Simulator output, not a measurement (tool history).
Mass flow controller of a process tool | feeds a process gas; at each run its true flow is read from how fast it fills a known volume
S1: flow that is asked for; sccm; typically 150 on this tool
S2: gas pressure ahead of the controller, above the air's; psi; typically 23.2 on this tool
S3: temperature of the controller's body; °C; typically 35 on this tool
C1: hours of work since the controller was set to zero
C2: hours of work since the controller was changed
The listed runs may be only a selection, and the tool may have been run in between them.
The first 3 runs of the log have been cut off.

{"run": 4, "hour": 950.6, "S1": 92, "S2": 23.2, "S3": 27, "C1": 3649, "C2": 3649, "true flow (%)": 100.42}
{"run": 5, "hour": 1176.6, "S1": 92, "S2": 23.2, "S3": 27, "C1": 3772, "C2": 3772, "true flow (%)": 100.56}
{"run": 6, "hour": 1490.0, "S1": 92, "S2": 23.2, "S3": 27, "C1": 3942, "C2": 3942, "true flow (%)": 100.72}
{"run": 7, "hour": 1751.7, "S1": 92, "S2": 23.2, "S3": 27, "C1": 4084, "C2": 4084, "true flow (%)": 100.79}
{"run": 8, "hour": 2111.9, "S1": 92, "S2": 23.2, "S3": 27, "C1": 4279, "C2": 4279, "true flow (%)": 100.99}
{"run": 9, "hour": 2348.7, "S1": 92, "S2": 23.2, "S3": 27, "C1": 4407, "C2": 4407, "true flow (%)": 101.02}
{"run": 10, "hour": 2643.3, "S1": 92, "S2": 23.2, "S3": 27, "C1": 4567, "C2": 4567, "true flow (%)": 101.1}
{"run": 11, "hour": 2940.4, "S1": 115, "S2": 23.2, "S3": 35, "C1": 4728, "C2": 4728, "true flow (%)": 99.48}
{"run": 12, "hour": 3219.1, "S1": 115, "S2": 23.2, "S3": 30, "C1": 4880, "C2": 4880, "true flow (%)": 100.05}
{"run": 13, "hour": 3438.3, "S1": 220, "S2": 23.2, "S3": 35, "C1": 4998, "C2": 4998, "true flow (%)": 97.83}
{"run": 14, "hour": 3603.4, "S1": 220, "S2": 23.2, "S3": 35, "C1": 5088, "C2": 5088, "true flow (%)": 97.88}
{"run": 15, "hour": 3916.7, "S1": 289, "S2": 23.2, "S3": 35, "C1": 5258, "C2": 5258, "true flow (%)": 97.55}
{"run": 16, "hour": 4255.6, "S1": 289, "S2": 23.2, "S3": 35, "C1": 5442, "C2": 5442, "true flow (%)": 97.61}
{"run": 17, "hour": 4451.4, "S1": 143, "S2": 29.2, "S3": 35, "C1": 5548, "C2": 5548, "true flow (%)": 99.27}
{"run": 18, "hour": 4743.4, "S1": 390, "S2": 23.2, "S3": 35, "C1": 5706, "C2": 5706, "true flow (%)": 97.58}
{"hour": 4996.3, "done": "controller's zero set anew"}
{"run": 19, "hour": 5069.9, "S1": 58, "S2": 35.2, "S3": 23, "C1": 40, "C2": 5883, "true flow (%)": 95.67}
{"run": 20, "hour": 5359.5, "S1": 58, "S2": 39.2, "S3": 23, "C1": 197, "C2": 6040, "true flow (%)": 96}
{"run": 21, "hour": 5512.4, "S1": 150, "S2": 21.8, "S3": 34, "C1": 280, "C2": 6123, "true flow (%)": 94.82}
{"run": 22, "hour": 5807.0, "S1": 150, "S2": 21.8, "S3": 34, "C1": 440, "C2": 6283, "true flow (%)": 94.95}
{"run": 23, "hour": 6120.0, "S1": 150, "S2": 21.8, "S3": 34, "C1": 609, "C2": 6453, "true flow (%)": 94.94}
{"run": 24, "hour": 6335.9, "S1": 150, "S2": 21.8, "S3": 34, "C1": 727, "C2": 6570, "true flow (%)": 95.03}

Run 25, settings as shown, results not yet in. Your forecast:
{"run": 25, "hour": 6676.3, "S1": 83, "S2": 20.7, "S3": 22, "C1": 911, "C2": 6754, "true flow (%)": "?"}

true flow (%): 96.25
With the hidden condition absent and the run-to-run variation left alone, this run would have shown true flow (%) 97.96.

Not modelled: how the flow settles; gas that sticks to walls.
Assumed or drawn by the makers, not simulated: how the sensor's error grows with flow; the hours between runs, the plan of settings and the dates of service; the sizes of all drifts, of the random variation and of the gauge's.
